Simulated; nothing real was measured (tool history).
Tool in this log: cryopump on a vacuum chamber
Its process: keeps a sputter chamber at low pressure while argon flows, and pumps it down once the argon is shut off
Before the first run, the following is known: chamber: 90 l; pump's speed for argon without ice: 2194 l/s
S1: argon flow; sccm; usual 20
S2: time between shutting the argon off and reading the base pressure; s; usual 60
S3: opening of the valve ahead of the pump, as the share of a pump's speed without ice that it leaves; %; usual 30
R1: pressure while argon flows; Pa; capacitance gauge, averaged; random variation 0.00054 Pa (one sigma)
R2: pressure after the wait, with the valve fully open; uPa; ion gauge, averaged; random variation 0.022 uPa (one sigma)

run 1 hour=0.0 | S1=20 S2=60 S3=30 | R1=0.0520 R2=0.79
run 2 hour=71.1 | S1=20 S2=60 S3=57 | R1=0.0286 R2=0.80
run 3 hour=117.2 | S1=20 S2=60 S3=57 | R1=0.0289 R2=0.84
run 4 hour=164.4 | S1=20 S2=60 S3=57 | R1=0.0283 R2=0.82
run 5 hour=247.0 | S1=20 S2=60 S3=57 | R1=0.0288 R2=0.84
run 6 hour=322.1 | S1=20 S2=60 S3=57 | R1=0.0289 R2=0.79
run 7 hour=399.8 | S1=20 S2=60 S3=57 | R1=0.0284 R2=0.82
run 8 hour=467.1 | S1=20 S2=60 S3=57 | R1=0.0283 R2=0.84
run 9 hour=539.4 | S1=20 S2=60 S3=30 | R1=0.0531 R2=0.87
run 10 hour=608.4 | S1=20 S2=60 S3=30 | R1=0.0531 R2=0.87
run 11 hour=675.4 | S1=20 S2=285 S3=29 | R1=0.0549 R2=0.49
run 12 hour=722.4 | S1=10 S2=285 S3=25 | R1=0.0326 R2=0.45
run 13 hour=773.5 | S1=11 S2=265 S3=30 | R1=0.0292 R2=0.49
run 14 hour=817.2 | S1=11 S2=265 S3=30 | R1=0.0292 R2=0.51
run 15 hour=866.8 | S1=11 S2=227 S3=44 | R1=0.0209 R2=0.52
run 16 hour=929.6 | S1=11 S2=227 S3=44 | R1=0.0203 R2=0.51
run 17 hour=967.1 | S1=11 S2=227 S3=44 | R1=0.0209 R2=0.51
run 18 hour=1011.9 | S1=13 S2=85 S3=30 | R1=0.0351 R2=0.75
run 19 hour=1069.0 | S1=13 S2=85 S3=18 | R1=0.0561 R2=0.78

5 options for the next run, each taken on its own from the tool as it stands now. Forecast them:
run A hour=1144.0 | S1=27 S2=62 S3=50 | R1=? R2=?
run B hour=1144.0 | S1=13 S2=201 S3=25 | R1=? R2=?
run C hour=1144.0 | S1=17 S2=61 S3=18 | R1=? R2=?
run D hour=1144.0 | S1=35 S2=34 S3=47 | R1=? R2=?
run E hour=1144.0 | S1=15 S2=54 S3=24 | R1=? R2=?

run=A R1=0.0452 R2=0.92
run=B R1=0.0420 R2=0.58
run=C R1=0.0746 R2=0.90
run=D R1=0.0623 R2=1.26
run=E R1=0.0497 R2=1.00
Stripped of hidden state, with their random variation kept, the same runs would have yielded:
run=A R1=0.0412 R2=0.66
run=B R1=0.0400 R2=0.30
run=C R1=0.0721 R2=0.62
run=D R1=0.0571 R2=0.99
run=E R1=0.0474 R2=0.73

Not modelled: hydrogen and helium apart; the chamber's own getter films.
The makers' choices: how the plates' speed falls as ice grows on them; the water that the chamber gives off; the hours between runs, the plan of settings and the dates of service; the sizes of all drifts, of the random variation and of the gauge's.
